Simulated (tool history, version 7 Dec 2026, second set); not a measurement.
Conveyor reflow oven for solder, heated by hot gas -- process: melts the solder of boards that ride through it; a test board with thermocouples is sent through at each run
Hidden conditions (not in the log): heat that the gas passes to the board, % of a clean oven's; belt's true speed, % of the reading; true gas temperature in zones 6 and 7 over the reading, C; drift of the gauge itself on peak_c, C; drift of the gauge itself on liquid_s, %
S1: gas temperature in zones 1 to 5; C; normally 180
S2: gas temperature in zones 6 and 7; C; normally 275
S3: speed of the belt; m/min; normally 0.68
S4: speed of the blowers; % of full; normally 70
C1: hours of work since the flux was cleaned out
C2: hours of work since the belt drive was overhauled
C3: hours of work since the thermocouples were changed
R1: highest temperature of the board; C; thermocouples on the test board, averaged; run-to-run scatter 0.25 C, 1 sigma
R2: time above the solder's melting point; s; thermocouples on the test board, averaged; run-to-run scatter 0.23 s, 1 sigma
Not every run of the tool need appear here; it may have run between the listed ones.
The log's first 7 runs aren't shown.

run 8 hour=43.5 | S1=180 S2=266 S3=0.68 S4=70 | C1=200 C2=220 C3=356 | R1=248 R2=44.1
run 9 hour=48.8 | S1=180 S2=266 S3=0.68 S4=70 | C1=203 C2=223 C3=359 | R1=248.3 R2=44.5
run 10 hour=53.5 | S1=190 S2=275 S3=0.68 S4=70 | C1=206 C2=226 C3=362 | R1=257.4 R2=53.8
run 11 hour=60.2 | S1=190 S2=275 S3=0.68 S4=70 | C1=210 C2=230 C3=366 | R1=258.1 R2=53.7
run 12 hour=68.9 | S1=190 S2=275 S3=0.616 S4=70 | C1=216 C2=235 C3=372 | R1=260.9 R2=61.2
run 13 hour=75 | S1=180 S2=275 S3=0.68 S4=70 | C1=220 C2=239 C3=375 | R1=255.4 R2=48.8
run 14 hour=80.5 | S1=180 S2=263 S3=0.68 S4=70 | C1=223 C2=243 C3=379 | R1=245.2 R2=42.7
run 15 hour=85 | S1=180 S2=275 S3=0.68 S4=70 | C1=226 C2=245 C3=382 | R1=255.1 R2=48.9
run 16 hour=93.5 | S1=180 S2=275 S3=0.68 S4=70 | C1=231 C2=251 C3=387 | R1=255.5 R2=48.9
run 17 hour=97.3 | S1=180 S2=285 S3=0.68 S4=69 | C1=233 C2=253 C3=389 | R1=263.6 R2=53.3
run 18 hour=103.1 | S1=188 S2=276 S3=0.729 S4=64 | C1=237 C2=257 C3=393 | R1=254.1 R2=46.6
run 19 hour=111.6 | S1=180 S2=279 S3=0.658 S4=70 | C1=242 C2=262 C3=398 | R1=259.8 R2=53.2
run 20 hour=116.7 | S1=180 S2=279 S3=0.658 S4=70 | C1=245 C2=265 C3=401 | R1=259.9 R2=53.9
run 21 hour=124.4 | S1=186 S2=276 S3=0.64 S4=88 | C1=250 C2=270 C3=406 | R1=262.7 R2=58.8
run 22 hour=128.9 | S1=186 S2=276 S3=0.64 S4=88 | C1=253 C2=273 C3=409 | R1=263.1 R2=59.2
run 23 hour=135.4 | S1=177 S2=274 S3=0.745 S4=70 | C1=257 C2=277 C3=413 | R1=250.6 R2=40.1
run 24 hour=140.1 | S1=179 S2=288 S3=0.783 S4=52 | C1=260 C2=279 C3=415 | R1=252.4 R2=39.1
run 25 hour=144.6 | S1=179 S2=284 S3=0.783 S4=52 | C1=263 C2=282 C3=418 | R1=249.2 R2=37.5
run 26 hour=153.4 | S1=182 S2=278 S3=0.715 S4=84 | C1=268 C2=288 C3=424 | R1=259.4 R2=49.7
run 27 hour=159.2 | S1=182 S2=278 S3=0.715 S4=84 | C1=272 C2=291 C3=427 | R1=259.8 R2=49.8
run 28 hour=165.9 | S1=180 S2=265 S3=0.68 S4=84 | C1=276 C2=295 C3=431 | R1=249.9 R2=46.9
run 29 hour=170.9 | S1=168 S2=275 S3=0.748 S4=70 | C1=279 C2=298 C3=435 | R1=248.5 R2=36.9
run 30 hour=178.6 | S1=174 S2=275 S3=0.727 S4=70 | C1=284 C2=303 C3=439 | R1=251.2 R2=41.5
run 31 hour=185.3 | S1=174 S2=289 S3=0.727 S4=56 | C1=288 C2=307 C3=443 | R1=257.6 R2=44.3
run 32 hour=192.2 | S1=184 S2=287 S3=0.762 S4=58 | C1=292 C2=312 C3=448 | R1=256.9 R2=44.9

Each row is a separate what-if for the run after 32, all from the same tool condition, not one after another. Results?
run A hour=201.2 | S1=168 S2=289 S3=0.762 S4=82 | C1=297 C2=317 C3=453 | R1=? R2=?
run B hour=201.2 | S1=178 S2=265 S3=0.762 S4=58 | C1=297 C2=317 C3=453 | R1=? R2=?
run C hour=201.2 | S1=173 S2=275 S3=0.753 S4=69 | C1=297 C2=317 C3=453 | R1=? R2=?

run=A R1=262.8 R2=44.4
run=B R1=237.9 R2=30.2
run=C R1=248.9 R2=38.3
Without the tool's hidden state the same runs would have given:
run=A R1=264.6 R2=45
run=B R1=239 R2=31.3
run=C R1=250.3 R2=39.2
